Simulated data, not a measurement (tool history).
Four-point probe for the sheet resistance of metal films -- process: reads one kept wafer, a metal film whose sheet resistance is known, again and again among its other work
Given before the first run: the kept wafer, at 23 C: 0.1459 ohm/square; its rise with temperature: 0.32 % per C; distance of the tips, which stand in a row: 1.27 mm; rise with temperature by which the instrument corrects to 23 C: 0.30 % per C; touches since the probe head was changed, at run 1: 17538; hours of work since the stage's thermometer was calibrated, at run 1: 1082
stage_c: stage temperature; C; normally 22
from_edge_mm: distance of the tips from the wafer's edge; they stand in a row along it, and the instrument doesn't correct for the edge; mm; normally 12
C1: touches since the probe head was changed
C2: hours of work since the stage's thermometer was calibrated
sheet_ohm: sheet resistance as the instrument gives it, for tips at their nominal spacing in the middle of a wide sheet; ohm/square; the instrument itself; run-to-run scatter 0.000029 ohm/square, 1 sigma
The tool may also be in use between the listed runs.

Run 1, day 0.000: usual settings; C1 17538; C2 1082. Result: sheet_ohm 0.146409 ohm/square.
Run 2, day 3.846: usual settings; C1 19534; C2 1125. Result: sheet_ohm 0.146394 ohm/square.
Run 3, day 7.921: usual settings; C1 21649; C2 1170. Result: sheet_ohm 0.146348 ohm/square.
Run 4, day 10.229: usual settings; C1 22846; C2 1196. Result: sheet_ohm 0.146297 ohm/square.
Run 5, day 12.496: usual settings; C1 24023; C2 1221. Result: sheet_ohm 0.146309 ohm/square.
Run 6, day 14.871: usual settings; C1 25253; C2 1248. Result: sheet_ohm 0.146295 ohm/square.
At day 15.167: stage's thermometer calibrated.
Run 7, day 17.338: usual settings but from_edge_mm 3 mm; C1 26524; C2 24. Result: sheet_ohm 0.158119 ohm/square.
Run 8, day 21.146: usual settings; C1 28500; C2 67. Result: sheet_ohm 0.146253 ohm/square.
Run 9, day 23.079: usual settings but from_edge_mm 16 mm; C1 29503; C2 88. Result: sheet_ohm 0.145840 ohm/square.
Run 10, day 25.742: usual settings but stage_c 28 C, from_edge_mm 16 mm; C1 30883; C2 118. Result: sheet_ohm 0.146058 ohm/square.
Run 11, day 28.217: usual settings but stage_c 20 C, from_edge_mm 21 mm; C1 32168; C2 145. Result: sheet_ohm 0.145553 ohm/square.
Run 12, day 31.617: usual settings but stage_c 18 C, from_edge_mm 22 mm; C1 33934; C2 183. Result: sheet_ohm 0.145401 ohm/square.
Run 13, day 35.621: usual settings but stage_c 18 C, from_edge_mm 22 mm; C1 36011; C2 228. Result: sheet_ohm 0.145394 ohm/square.
At day 36.900: stage's thermometer calibrated, once more.
Run 14, day 39.342: usual settings but stage_c 18 C, from_edge_mm 22 mm; C1 37931; C2 27. Result: sheet_ohm 0.145257 ohm/square.
Run 15, day 42.850: usual settings but stage_c 18 C, from_edge_mm 22 mm; C1 39750; C2 66. Result: sheet_ohm 0.145153 ohm/square.
Run 16, day 46.412: usual settings but stage_c 18 C, from_edge_mm 22 mm; C1 41599; C2 106. Result: sheet_ohm 0.145068 ohm/square.
Run 17, day 48.212: usual settings but stage_c 19 C, from_edge_mm 20 mm; C1 42533; C2 126. Result: sheet_ohm 0.145180 ohm/square.
Run 18, day 51.888: usual settings but stage_c 27 C, from_edge_mm 20 mm; C1 44441; C2 167. Result: sheet_ohm 0.145435 ohm/square.
Run 19, day 54.642: usual settings but stage_c 23 C, from_edge_mm 21 mm; C1 45871; C2 198. Result: sheet_ohm 0.145252 ohm/square.

Consider 4 possible next runs. They are alternatives, not a sequence: every one starts from the tool as it was left by run 19. What does each give?
Run A, day 58.429: usual settings but stage_c 23 C, from_edge_mm 17 mm; C1 47836; C2 240. Result: sheet_ohm ?.
Run B, day 58.429: usual settings but stage_c 31 C, from_edge_mm 21 mm; C1 47836; C2 240. Result: sheet_ohm ?.
Run C, day 58.429: usual settings but stage_c 35 C, from_edge_mm 21 mm; C1 47836; C2 240. Result: sheet_ohm ?.
Run D, day 58.429: usual settings but stage_c 25 C, from_edge_mm 64 mm; C1 47836; C2 240. Result: sheet_ohm ?.

run  sheet_ohm
  A   0.145371
  B   0.145454
  C   0.145677
  D   0.145028
What these runs would have given with no unlogged condition in the tool:
run  sheet_ohm
  A   0.146335
  B   0.146419
  C   0.146644
  D   0.145991
